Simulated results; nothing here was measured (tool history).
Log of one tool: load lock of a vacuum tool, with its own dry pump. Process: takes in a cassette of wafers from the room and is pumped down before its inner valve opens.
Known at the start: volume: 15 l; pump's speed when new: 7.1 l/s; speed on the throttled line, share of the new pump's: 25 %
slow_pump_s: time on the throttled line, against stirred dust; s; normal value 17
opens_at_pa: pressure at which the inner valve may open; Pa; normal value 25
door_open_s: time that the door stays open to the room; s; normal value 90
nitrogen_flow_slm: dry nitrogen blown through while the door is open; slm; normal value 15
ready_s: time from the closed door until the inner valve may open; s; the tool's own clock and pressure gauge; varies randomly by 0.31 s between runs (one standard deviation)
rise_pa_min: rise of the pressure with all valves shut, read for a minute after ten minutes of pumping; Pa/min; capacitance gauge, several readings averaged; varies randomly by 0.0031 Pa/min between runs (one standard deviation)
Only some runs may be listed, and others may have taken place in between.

run	hour	slow_pump_s	opens_at_pa	door_open_s	nitrogen_flow_slm	incoming humidity of the room's air, %	ready_s	rise_pa_min
1	0	17	25	90	15	47	31.3	0.193
2	346.4	17	25	90	15	45.2	31.7	0.189
3	695.3	17	25	90	15	46.2	32.1	0.203
4	962.8	28	25	90	15	45.5	40	0.202
5	1127	17	25	121	15	43.8	31.7	0.219
6	1455.5	17	29	121	15	43.4	31	0.22
7	1616.7	17	29	121	15	45	32	0.223
8	1884.7	17	29	121	15	45.6	31.9	0.229
9	2193.5	17	26	90	15	44	31.7	0.216
10	2442	17	29	44	15	43.6	31.6	0.197
11	2726.2	17	29	44	15	45	31.1	0.2
12	3086.9	17	29	44	15	44.6	31.6	0.209
13	3377	17	29	44	15	44.8	31.5	0.206
14	3630.5	17	29	44	15	46.5	31.6	0.226
15	3785.5	17	29	44	15	44.2	31.9	0.215
16	3987.8	17	20	90	9	46.6	32.6	0.26
17	4345.1	17	20	90	9	43	32.8	0.247
18	4611	17	20	90	9	42.1	32.9	0.264

Consider 4 possible next runs. They are alternatives, not a sequence: every one starts from the tool as it was left by run 18. What does each give?
A	4986.7	17	20	71	9	43.9	?	?
B	4986.7	29	35	90	9	44.2	?	?
C	4986.7	17	25	42	19	45.4	?	?
D	4986.7	10	20	214	40	44.9	?	?

run	ready_s	rise_pa_min
A	33.4	0.265
B	39.8	0.27
C	32.1	0.234
D	28	0.271
Stripped of hidden state, with their random variation kept, the same runs would have yielded:
run	ready_s	rise_pa_min
A	31.5	0.067
B	38.5	0.075
C	30.3	0.038
D	25.8	0.072

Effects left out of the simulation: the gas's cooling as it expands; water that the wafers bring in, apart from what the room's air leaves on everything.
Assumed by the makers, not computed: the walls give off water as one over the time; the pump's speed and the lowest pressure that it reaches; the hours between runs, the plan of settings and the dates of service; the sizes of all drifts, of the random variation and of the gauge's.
